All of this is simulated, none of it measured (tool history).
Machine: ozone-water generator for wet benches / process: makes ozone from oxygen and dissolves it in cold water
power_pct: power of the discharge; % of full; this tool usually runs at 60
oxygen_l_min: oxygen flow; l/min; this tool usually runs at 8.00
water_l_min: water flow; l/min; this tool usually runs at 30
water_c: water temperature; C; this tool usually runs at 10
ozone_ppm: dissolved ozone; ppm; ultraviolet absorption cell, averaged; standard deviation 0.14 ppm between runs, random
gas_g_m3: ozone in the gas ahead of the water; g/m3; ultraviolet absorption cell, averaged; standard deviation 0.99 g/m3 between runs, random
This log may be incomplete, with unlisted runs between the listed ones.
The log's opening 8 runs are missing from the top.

Run 9, hour 1040.8: usual settings. Result: ozone_ppm 16.1 ppm, gas_g_m3 168.9 g/m3.
Run 10, hour 1222.0: usual settings. Result: ozone_ppm 16.0 ppm, gas_g_m3 168.9 g/m3.
Run 11, hour 1354.8: usual settings. Result: ozone_ppm 16.2 ppm, gas_g_m3 171.5 g/m3.
Run 12, hour 1437.6: usual settings. Result: ozone_ppm 16.3 ppm, gas_g_m3 170.1 g/m3.
Run 13, hour 1524.2: usual settings. Result: ozone_ppm 16.0 ppm, gas_g_m3 169.8 g/m3.
Run 14, hour 1648.8: usual settings. Result: ozone_ppm 16.1 ppm, gas_g_m3 169.2 g/m3.
Run 15, hour 1800.6: usual settings. Result: ozone_ppm 16.2 ppm, gas_g_m3 169.1 g/m3.
Run 16, hour 1965.7: usual settings. Result: ozone_ppm 15.9 ppm, gas_g_m3 168.2 g/m3.
Run 17, hour 2112.8: usual settings. Result: ozone_ppm 16.2 ppm, gas_g_m3 169.7 g/m3.
Run 18, hour 2229.1: usual settings. Result: ozone_ppm 16.1 ppm, gas_g_m3 168.9 g/m3.
Run 19, hour 2373.9: usual settings. Result: ozone_ppm 16.1 ppm, gas_g_m3 167.4 g/m3.
Run 20, hour 2467.0: usual settings but power_pct 68 % of full, oxygen_l_min 8.76 l/min. Result: ozone_ppm 18.0 ppm, gas_g_m3 177.5 g/m3.
Run 21, hour 2597.4: usual settings but power_pct 68 % of full, oxygen_l_min 8.76 l/min. Result: ozone_ppm 18.0 ppm, gas_g_m3 176.5 g/m3.
Run 22, hour 2741.7: usual settings but oxygen_l_min 13.90 l/min, water_c 17 C. Result: ozone_ppm 14.0 ppm, gas_g_m3 120.3 g/m3.
Run 23, hour 2873.9: usual settings but power_pct 47 % of full, oxygen_l_min 4.22 l/min, water_c 17 C. Result: ozone_ppm 11.6 ppm, gas_g_m3 201.4 g/m3.
At hour 3009.3: contactor cleaned.
Run 24, hour 3017.3: usual settings but power_pct 47 % of full, oxygen_l_min 4.22 l/min, water_c 17 C. Result: ozone_ppm 11.7 ppm, gas_g_m3 201.8 g/m3.
Run 25, hour 3158.4: usual settings but power_pct 47 % of full, oxygen_l_min 4.22 l/min, water_l_min 22 l/min, water_c 16 C. Result: ozone_ppm 17.0 ppm, gas_g_m3 202.1 g/m3.
Run 26, hour 3307.0: usual settings but power_pct 79 % of full, oxygen_l_min 12.96 l/min, water_l_min 19 l/min, water_c 6 C. Result: ozone_ppm 31.5 ppm, gas_g_m3 156.1 g/m3.
Run 27, hour 3400.2: usual settings but power_pct 88 % of full, oxygen_l_min 12.96 l/min, water_l_min 19 l/min, water_c 6 C. Result: ozone_ppm 34.3 ppm, gas_g_m3 168.8 g/m3.
Run 28, hour 3534.5: usual settings but power_pct 71 % of full, oxygen_l_min 7.21 l/min, water_l_min 22 l/min, water_c 11 C. Result: ozone_ppm 24.8 ppm, gas_g_m3 202.4 g/m3.
At hour 3734.5: water thermometer calibrated.
Run 29, hour 3735.1: usual settings but power_pct 54 % of full, oxygen_l_min 12.60 l/min, water_l_min 22 l/min, water_c 11 C. Result: ozone_ppm 19.1 ppm, gas_g_m3 118.7 g/m3.
Run 30, hour 3901.9: usual settings but power_pct 54 % of full, oxygen_l_min 12.60 l/min, water_l_min 22 l/min, water_c 11 C. Result: ozone_ppm 19.1 ppm, gas_g_m3 117.8 g/m3.
Run 31, hour 4083.0: usual settings but power_pct 89 % of full, oxygen_l_min 13.88 l/min, water_l_min 47 l/min, water_c 11 C. Result: ozone_ppm 13.1 ppm, gas_g_m3 163.1 g/m3.
Run 32, hour 4198.9: usual settings but power_pct 77 % of full, oxygen_l_min 10.76 l/min, water_l_min 25 l/min. Result: ozone_ppm 23.5 ppm, gas_g_m3 170.3 g/m3.
Run 33, hour 4280.8: usual settings but power_pct 41 % of full, oxygen_l_min 4.39 l/min, water_l_min 24 l/min. Result: ozone_ppm 14.9 ppm, gas_g_m3 176.4 g/m3.

Branching from run 33: 4 alternative next runs. What would each branch give?
Run A, hour 4427.2: usual settings but power_pct 54 % of full, oxygen_l_min 4.39 l/min, water_l_min 48 l/min, water_c 14 C. Result: ozone_ppm ?, gas_g_m3 ?.
Run B, hour 4427.2: usual settings but power_pct 90 % of full, oxygen_l_min 9.65 l/min, water_l_min 24 l/min. Result: ozone_ppm ?, gas_g_m3 ?.
Run C, hour 4427.2: usual settings but power_pct 87 % of full. Result: ozone_ppm ?, gas_g_m3 ?.
Run D, hour 4427.2: usual settings but power_pct 42 % of full, oxygen_l_min 4.39 l/min, water_l_min 24 l/min. Result: ozone_ppm ?, gas_g_m3 ?.

run  ozone_ppm  gas_g_m3
  A        7.2     217.6
  B       27.7     203.2
  C       21.5     222.1
  D       15.2     179.4
Without the tool's unlogged condition, the same runs would have read:
run  ozone_ppm  gas_g_m3
  A        7.2     224.0
  B       27.7     209.3
  C       21.6     228.8
  D       15.2     184.8
